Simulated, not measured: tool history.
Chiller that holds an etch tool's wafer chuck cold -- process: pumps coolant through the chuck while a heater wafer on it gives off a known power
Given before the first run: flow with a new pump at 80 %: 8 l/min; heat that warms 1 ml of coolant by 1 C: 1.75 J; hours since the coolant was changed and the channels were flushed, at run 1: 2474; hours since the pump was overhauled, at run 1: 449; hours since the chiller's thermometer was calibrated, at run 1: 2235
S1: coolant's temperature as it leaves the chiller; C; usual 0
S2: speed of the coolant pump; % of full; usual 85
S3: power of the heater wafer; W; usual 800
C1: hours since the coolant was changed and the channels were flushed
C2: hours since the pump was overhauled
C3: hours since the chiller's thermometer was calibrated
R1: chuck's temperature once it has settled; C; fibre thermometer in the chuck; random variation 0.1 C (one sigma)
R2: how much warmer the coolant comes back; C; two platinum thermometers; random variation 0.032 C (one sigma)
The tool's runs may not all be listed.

{"run": 1, "hour": 0.0, "S1": 0, "S2": 85, "S3": 800, "C1": 2474, "C2": 449, "C3": 2235, "R1": 5.9, "R2": 3.17}
{"run": 2, "hour": 22.7, "S1": 0, "S2": 85, "S3": 800, "C1": 2497, "C2": 472, "C3": 2258, "R1": 6.0, "R2": 3.22}
{"run": 3, "hour": 58.6, "S1": 5, "S2": 85, "S3": 800, "C1": 2533, "C2": 508, "C3": 2294, "R1": 10.9, "R2": 3.21}
{"run": 4, "hour": 114.1, "S1": 5, "S2": 85, "S3": 800, "C1": 2588, "C2": 564, "C3": 2350, "R1": 10.8, "R2": 3.21}
{"run": 5, "hour": 141.0, "S1": 0, "S2": 85, "S3": 800, "C1": 2615, "C2": 590, "C3": 2376, "R1": 6.0, "R2": 3.28}
{"run": 6, "hour": 174.4, "S1": 0, "S2": 85, "S3": 800, "C1": 2648, "C2": 624, "C3": 2410, "R1": 6.0, "R2": 3.28}
{"run": 7, "hour": 228.9, "S1": 0, "S2": 85, "S3": 800, "C1": 2703, "C2": 678, "C3": 2464, "R1": 6.2, "R2": 3.23}
{"run": 8, "hour": 265.8, "S1": 0, "S2": 85, "S3": 800, "C1": 2740, "C2": 715, "C3": 2501, "R1": 6.2, "R2": 3.24}
{"run": 9, "hour": 302.1, "S1": 0, "S2": 85, "S3": 800, "C1": 2776, "C2": 751, "C3": 2538, "R1": 6.0, "R2": 3.28}
{"run": 10, "hour": 331.4, "S1": 0, "S2": 85, "S3": 800, "C1": 2805, "C2": 781, "C3": 2567, "R1": 6.0, "R2": 3.26}
{"run": 11, "hour": 363.5, "S1": 0, "S2": 85, "S3": 800, "C1": 2837, "C2": 813, "C3": 2599, "R1": 6.0, "R2": 3.25}
{"run": 12, "hour": 412.1, "S1": 0, "S2": 85, "S3": 800, "C1": 2886, "C2": 862, "C3": 2648, "R1": 6.1, "R2": 3.28}
{"run": 13, "hour": 466.1, "S1": 9, "S2": 85, "S3": 800, "C1": 2940, "C2": 916, "C3": 2702, "R1": 15.0, "R2": 3.26}
{"run": 14, "hour": 502.2, "S1": 9, "S2": 85, "S3": 800, "C1": 2976, "C2": 952, "C3": 2738, "R1": 15.1, "R2": 3.3}
{"run": 15, "hour": 551.9, "S1": 9, "S2": 85, "S3": 800, "C1": 3026, "C2": 1001, "C3": 2787, "R1": 14.9, "R2": 3.32}
{"run": 16, "hour": 574.6, "S1": 9, "S2": 85, "S3": 800, "C1": 3048, "C2": 1024, "C3": 2810, "R1": 15.2, "R2": 3.23}
{"run": 17, "hour": 613.2, "S1": 5, "S2": 70, "S3": 1056, "C1": 3087, "C2": 1063, "C3": 2849, "R1": 14.6, "R2": 5.35}
{"run": 18, "hour": 639.2, "S1": -4, "S2": 94, "S3": 1130, "C1": 3113, "C2": 1089, "C3": 2875, "R1": 4.1, "R2": 4.15}
{"run": 19, "hour": 690.8, "S1": -4, "S2": 94, "S3": 1130, "C1": 3165, "C2": 1140, "C3": 2926, "R1": 4.0, "R2": 4.14}
{"run": 20, "hour": 735.7, "S1": -4, "S2": 94, "S3": 1130, "C1": 3210, "C2": 1185, "C3": 2971, "R1": 4.1, "R2": 4.13}
{"run": 21, "hour": 784.4, "S1": -2, "S2": 73, "S3": 880, "C1": 3258, "C2": 1234, "C3": 3020, "R1": 5.8, "R2": 4.33}

Run 22 has not been measured yet. What should we expect?
{"run": 22, "hour": 808.3, "S1": -2, "S2": 73, "S3": 880, "C1": 3282, "C2": 1258, "C3": 3044, "R1": "?", "R2": "?"}

Logged for run 22: R1 5.8 C, R2 4.29 C.
The same run, on a tool lacking any hidden state, would have yielded R1 5.7 C, R2 4.18 C.
